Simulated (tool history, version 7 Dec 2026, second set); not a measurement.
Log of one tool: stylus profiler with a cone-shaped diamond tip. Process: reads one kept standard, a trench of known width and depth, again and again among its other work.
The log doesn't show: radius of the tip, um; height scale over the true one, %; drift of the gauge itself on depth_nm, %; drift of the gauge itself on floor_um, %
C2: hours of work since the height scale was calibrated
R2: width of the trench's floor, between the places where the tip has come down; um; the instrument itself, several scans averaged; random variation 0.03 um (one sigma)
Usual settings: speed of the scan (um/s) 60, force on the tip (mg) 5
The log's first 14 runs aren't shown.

At hour 1003: new tip fitted, height scale calibrated.
Run 15, hour 1058.4: usual settings; scans with this tip 330; C2 26. Result: depth of the trench (Å) 2028.3, R2 47.9 um.
Run 16, hour 1172.1: usual settings but force on the tip (mg) 1.72; scans with this tip 1007; C2 80. Result: depth of the trench (Å) 2015, R2 47.85 um.
Run 17, hour 1230.6: usual settings but force on the tip (mg) 3.47; scans with this tip 1355; C2 107. Result: depth of the trench (Å) 2022.9, R2 47.87 um.
Run 18, hour 1340.3: usual settings but force on the tip (mg) 3.47; scans with this tip 2009; C2 159. Result: depth of the trench (Å) 2024, R2 47.87 um.
Run 19, hour 1427.7: usual settings but speed of the scan (um/s) 27, force on the tip (mg) 10.04; scans with this tip 2530; C2 200. Result: depth of the trench (Å) 2044.8, R2 48 um.
Run 20, hour 1537.5: usual settings but force on the tip (mg) 2.13; scans with this tip 3184; C2 252. Result: depth of the trench (Å) 2017.9, R2 47.8 um.
Run 21, hour 1616.2: usual settings but force on the tip (mg) 2.13; scans with this tip 3652; C2 289. Result: depth of the trench (Å) 2015.4, R2 47.81 um.
Run 22, hour 1701: usual settings but speed of the scan (um/s) 17, force on the tip (mg) 10.03; scans with this tip 4157; C2 329. Result: depth of the trench (Å) 2046, R2 48.01 um.
Run 23, hour 1815: usual settings but speed of the scan (um/s) 17, force on the tip (mg) 11.32; scans with this tip 4836; C2 382. Result: depth of the trench (Å) 2048.3, R2 48.02 um.
Run 24, hour 1931.8: usual settings but speed of the scan (um/s) 86, force on the tip (mg) 6.6; scans with this tip 5532; C2 437. Result: depth of the trench (Å) 2034, R2 47.82 um.
Run 25, hour 2048.7: usual settings but speed of the scan (um/s) 43, force on the tip (mg) 2.12; scans with this tip 6229; C2 493. Result: depth of the trench (Å) 2015.9, R2 47.83 um.
Run 26, hour 2164.4: usual settings but speed of the scan (um/s) 44, force on the tip (mg) 2.45; scans with this tip 6917; C2 547. Result: depth of the trench (Å) 2017.4, R2 47.94 um.
Run 27, hour 2261.9: usual settings but speed of the scan (um/s) 107; scans with this tip 7498; C2 593. Result: depth of the trench (Å) 2030, R2 47.83 um.
Run 28, hour 2333.8: usual settings but speed of the scan (um/s) 45, force on the tip (mg) 9.9; scans with this tip 7926; C2 627. Result: depth of the trench (Å) 2045, R2 48 um.
Run 29, hour 2392.8: usual settings but speed of the scan (um/s) 103, force on the tip (mg) 2.89; scans with this tip 8278; C2 655. Result: depth of the trench (Å) 2020.3, R2 47.76 um.
Run 30, hour 2506.1: usual settings but speed of the scan (um/s) 192, force on the tip (mg) 5.48; scans with this tip 8953; C2 708. Result: depth of the trench (Å) 2032.2, R2 47.61 um.
Run 31, hour 2615.3: usual settings but speed of the scan (um/s) 192, force on the tip (mg) 5.48; scans with this tip 9603; C2 759. Result: depth of the trench (Å) 2031.2, R2 47.61 um.
Run 32, hour 2693.6: usual settings but speed of the scan (um/s) 24, force on the tip (mg) 2.06; scans with this tip 10069; C2 796. Result: depth of the trench (Å) 2015.7, R2 47.93 um.
Run 33, hour 2787.2: usual settings but speed of the scan (um/s) 24, force on the tip (mg) 2.06; scans with this tip 10627; C2 840. Result: depth of the trench (Å) 2014.5, R2 47.93 um.

3 ways to go on from here, each from the tool as it stands after run 33. What would each give?
Run A, hour 2846.1: usual settings but speed of the scan (um/s) 27, force on the tip (mg) 1.69; scans with this tip 10978; C2 868. Result: depth of the trench (Å) ?, R2 ?.
Run B, hour 2846.1: usual settings but force on the tip (mg) 2.22; scans with this tip 10978; C2 868. Result: depth of the trench (Å) ?, R2 ?.
Run C, hour 2846.1: usual settings but speed of the scan (um/s) 30, force on the tip (mg) 14.21; scans with this tip 10978; C2 868. Result: depth of the trench (Å) ?, R2 ?.

run  depth of the trench (Å)     R2
  A                     2015  47.93
  B                   2017.4  47.85
  C                   2057.2  47.96
Without the tool's hidden state the same runs would have given:
run  depth of the trench (Å)     R2
  A                   2015.1  47.95
  B                   2017.5  47.88
  C                   2057.3  47.98
